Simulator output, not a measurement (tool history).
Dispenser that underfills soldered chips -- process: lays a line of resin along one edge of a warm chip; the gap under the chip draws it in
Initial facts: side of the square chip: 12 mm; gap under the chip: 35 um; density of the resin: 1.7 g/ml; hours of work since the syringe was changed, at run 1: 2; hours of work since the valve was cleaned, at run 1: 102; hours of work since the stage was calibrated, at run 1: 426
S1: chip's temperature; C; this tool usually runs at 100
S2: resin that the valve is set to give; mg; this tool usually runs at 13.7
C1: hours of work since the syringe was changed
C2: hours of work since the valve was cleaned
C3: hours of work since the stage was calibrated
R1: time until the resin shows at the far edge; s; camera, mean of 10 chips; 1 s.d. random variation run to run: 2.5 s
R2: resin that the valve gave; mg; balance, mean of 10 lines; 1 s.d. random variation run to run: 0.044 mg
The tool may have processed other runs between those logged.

run,hour,S1,S2,C1,C2,C3,R1,R2
1,0.0,100,13.7,2,102,426,291.0,13.08
# hour 4.2: dispensing valve cleaned and set on the balance
2,8.1,100,13.7,7,3,431,374.0,13.77
# hour 9.5: new syringe of resin
3,19.2,100,13.9,7,10,439,378.4,13.81
# hour 20.7: new syringe of resin
4,27.9,100,13.9,5,16,445,342.8,13.77
# hour 32.1: new syringe of resin
5,41.1,100,13.7,6,25,454,355.3,13.49
# hour 43.3: new syringe of resin
6,50.0,100,13.7,5,31,460,333.8,13.54
# hour 54.7: new syringe of resin
7,61.9,100,13.7,5,39,468,344.0,13.50
# hour 65.7: new syringe of resin
8,69.7,100,13.7,3,44,473,313.8,13.43
# hour 77.1: new syringe of resin
9,78.6,100,13.7,1,50,479,280.6,13.38
# hour 88.1: new syringe of resin
10,90.5,100,13.7,2,59,487,300.1,13.45
# hour 99.3: new syringe of resin
11,105.3,110,17.8,4,69,497,246.6,17.24
# hour 110.4: new syringe of resin
12,112.7,115,12.3,2,74,502,193.1,11.86
# hour 121.4: new syringe of resin
13,128.9,100,14.9,5,85,513,355.9,14.35
# hour 132.3: new syringe of resin
# hour 143.1: new syringe of resin
14,143.3,112,14.9,0,94,523,190.7,14.24
# hour 154.8: new syringe of resin
# hour 159.3: dispensing valve cleaned and set on the balance
15,159.3,98,14.4,2,0,533,336.7,14.42
# hour 167.8: new syringe of resin
16,173.1,98,14.4,4,9,542,346.7,14.36
# hour 178.7: new syringe of resin
17,180.6,87,16.1,1,14,547,452.8,15.92
18,188.8,92,14.1,7,20,553,507.6,13.98
# hour 190.1: new syringe of resin
# hour 201.3: new syringe of resin
19,202.9,92,14.1,1,30,563,375.2,13.94

Hidden state at the last listed run before each entry between runs and at the first one after, where it differs:
From run 1 to run 2: dispensing valve cleaned and set on the balance (hour 4.2)
  resin's viscosity, % of fresh resin's: 108.4 -> 137.3; dose that the valve gives, % of what is set: 95.38 -> 100.03; true chip temperature over the reading, C: -2.9 -> -2.93
  what was measured, less what the result would be without the hidden state, R1: +47.3 -> +125.1 s; R2: -0.63 -> +0.00 mg
From run 2 to run 3: new syringe of resin (hour 9.5)
  resin's viscosity, % of fresh resin's: 137.3 -> 140.1; dose that the valve gives, % of what is set: 100.03 -> 99.69; true chip temperature over the reading, C: -2.93 -> -2.98
  what was measured, less what the result would be without the hidden state, R1: +125.1 -> +132.1 s; R2: +0.00 -> -0.04 mg
From run 3 to run 4: new syringe of resin (hour 20.7)
  resin's viscosity, % of fresh resin's: 140.1 -> 126.9; dose that the valve gives, % of what is set: 99.69 -> 99.42; true chip temperature over the reading, C: -2.98 -> -3.01
  what was measured, less what the result would be without the hidden state, R1: +132.1 -> +97.1 s; R2: -0.04 -> -0.09 mg
From run 4 to run 5: new syringe of resin (hour 32.1)
  resin's viscosity, % of fresh resin's: 126.9 -> 132.6; dose that the valve gives, % of what is set: 99.42 -> 99.01; true chip temperature over the reading, C: -3.01 -> -3.07
  what was measured, less what the result would be without the hidden state, R1: +97.1 -> +112.1 s; R2: -0.09 -> -0.14 mg
From run 5 to run 6: new syringe of resin (hour 43.3)
  resin's viscosity, % of fresh resin's: 132.6 -> 123.2; dose that the valve gives, % of what is set: 99.01 -> 98.76; true chip temperature over the reading, C: -3.07 -> -3.11
  what was measured, less what the result would be without the hidden state, R1: +112.1 -> +88.3 s; R2: -0.14 -> -0.16 mg
From run 6 to run 7: new syringe of resin (hour 54.7)
  resin's viscosity, % of fresh resin's: 123.2 -> 126.5; dose that the valve gives, % of what is set: 98.76 -> 98.36; true chip temperature over the reading, C: -3.11 -> -3.16
  what was measured, less what the result would be without the hidden state, R1: +88.3 -> +98.1 s; R2: -0.16 -> -0.22 mg
From run 7 to run 8: new syringe of resin (hour 65.7)
  resin's viscosity, % of fresh resin's: 126.5 -> 113.4; dose that the valve gives, % of what is set: 98.36 -> 98.14; true chip temperature over the reading, C: -3.16 -> -3.19
  what was measured, less what the result would be without the hidden state, R1: +98.1 -> +63.8 s; R2: -0.22 -> -0.25 mg
From run 8 to run 9: new syringe of resin (hour 77.1)
  resin's viscosity, % of fresh resin's: 113.4 -> 105.5; dose that the valve gives, % of what is set: 98.14 -> 97.88; true chip temperature over the reading, C: -3.19 -> -3.23
  what was measured, less what the result would be without the hidden state, R1: +63.8 -> +40.7 s; R2: -0.25 -> -0.29 mg
From run 9 to run 10: new syringe of resin (hour 88.1)
  resin's viscosity, % of fresh resin's: 105.5 -> 109; dose that the valve gives, % of what is set: 97.88 -> 97.46; true chip temperature over the reading, C: -3.23 -> -3.28
  what was measured, less what the result would be without the hidden state, R1: +40.7 -> +52.3 s; R2: -0.29 -> -0.35 mg
From run 10 to run 11: new syringe of resin (hour 99.3)
  resin's viscosity, % of fresh resin's: 109 -> 123; dose that the valve gives, % of what is set: 97.46 -> 97; true chip temperature over the reading, C: -3.28 -> -3.35
  what was measured, less what the result would be without the hidden state, R1: +52.3 -> +65.1 s; R2: -0.35 -> -0.53 mg
From run 11 to run 12: new syringe of resin (hour 110.4)
  resin's viscosity, % of fresh resin's: 123 -> 109; dose that the valve gives, % of what is set: 97 -> 96.76; true chip temperature over the reading, C: -3.35 -> -3.38
  what was measured, less what the result would be without the hidden state, R1: +65.1 -> +33.4 s; R2: -0.53 -> -0.40 mg
From run 12 to run 13: new syringe of resin (hour 121.4)
  resin's viscosity, % of fresh resin's: 109 -> 130; dose that the valve gives, % of what is set: 96.76 -> 96.2; true chip temperature over the reading, C: -3.38 -> -3.45
  what was measured, less what the result would be without the hidden state, R1: +33.4 -> +110.9 s; R2: -0.40 -> -0.57 mg
From run 13 to run 14: new syringe of resin (hour 132.3); new syringe of resin (hour 143.1)
  resin's viscosity, % of fresh resin's: 130 -> 99.5; dose that the valve gives, % of what is set: 96.2 -> 95.76; true chip temperature over the reading, C: -3.45 -> -3.52
  what was measured, less what the result would be without the hidden state, R1: +110.9 -> +18.4 s; R2: -0.57 -> -0.63 mg
From run 14 to run 15: new syringe of resin (hour 154.8); dispensing valve cleaned and set on the balance (hour 159.3)
  resin's viscosity, % of fresh resin's: 99.5 -> 113.7; dose that the valve gives, % of what is set: 95.76 -> 99.88; true chip temperature over the reading, C: -3.52 -> -3.58
  what was measured, less what the result would be without the hidden state, R1: +18.4 -> +72.2 s; R2: -0.63 -> -0.01 mg
From run 15 to run 16: new syringe of resin (hour 167.8)
  resin's viscosity, % of fresh resin's: 113.7 -> 119; dose that the valve gives, % of what is set: 99.88 -> 99.44; true chip temperature over the reading, C: -3.58 -> -3.64
  what was measured, less what the result would be without the hidden state, R1: +72.2 -> +87.0 s; R2: -0.01 -> -0.09 mg
From run 16 to run 17: new syringe of resin (hour 178.7)
  resin's viscosity, % of fresh resin's: 119 -> 108; dose that the valve gives, % of what is set: 99.44 -> 99.19; true chip temperature over the reading, C: -3.64 -> -3.68
  what was measured, less what the result would be without the hidden state, R1: +87.0 -> +82.2 s; R2: -0.09 -> -0.13 mg
From run 18 to run 19: new syringe of resin (hour 190.1); new syringe of resin (hour 201.3)
  resin's viscosity, % of fresh resin's: 141.8 -> 105.7; dose that the valve gives, % of what is set: 98.91 -> 98.45; true chip temperature over the reading, C: -3.72 -> -3.78
  what was measured, less what the result would be without the hidden state, R1: +190.7 -> +61.8 s; R2: -0.15 -> -0.22 mg
